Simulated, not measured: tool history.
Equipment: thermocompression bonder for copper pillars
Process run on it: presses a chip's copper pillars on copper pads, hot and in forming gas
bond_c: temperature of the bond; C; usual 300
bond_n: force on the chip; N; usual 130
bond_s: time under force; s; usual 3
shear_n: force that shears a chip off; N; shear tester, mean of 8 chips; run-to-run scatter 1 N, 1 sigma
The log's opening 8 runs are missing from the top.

-- hour=381.9 forming gas filter changed
run 9 hour=430.5 | bond_c=314 bond_n=130 bond_s=3 | shear_n=93.5
run 10 hour=495.6 | bond_c=303 bond_n=130 bond_s=3 | shear_n=82.8
run 11 hour=543.7 | bond_c=303 bond_n=130 bond_s=3 | shear_n=78.6
run 12 hour=601.7 | bond_c=303 bond_n=130 bond_s=3 | shear_n=78.4
run 13 hour=631.3 | bond_c=303 bond_n=130 bond_s=3 | shear_n=76.9
run 14 hour=686.7 | bond_c=303 bond_n=130 bond_s=3 | shear_n=74.8
-- hour=717.4 forming gas filter changed
run 15 hour=751.6 | bond_c=300 bond_n=130 bond_s=3 | shear_n=81.4
run 16 hour=792.3 | bond_c=300 bond_n=130 bond_s=3 | shear_n=79.7
run 17 hour=831.2 | bond_c=300 bond_n=130 bond_s=3 | shear_n=77.4
run 18 hour=886.3 | bond_c=300 bond_n=130 bond_s=3 | shear_n=77.8
run 19 hour=924.4 | bond_c=300 bond_n=132 bond_s=6 | shear_n=91.2
run 20 hour=997.2 | bond_c=316 bond_n=91 bond_s=3 | shear_n=64.1

What does the tool deliver on the next run?
-- hour=1051.9 forming gas filter changed
-- hour=1061.3 heater calibrated with a thermocouple chip
run 21 hour=1061.3 | bond_c=297 bond_n=119 bond_s=2 | shear_n=?

Run 21 produced shear_n 70.9 N.
If the tool had no hidden condition, the same run with the same run-to-run variation would have returned shear_n 73.2 N.
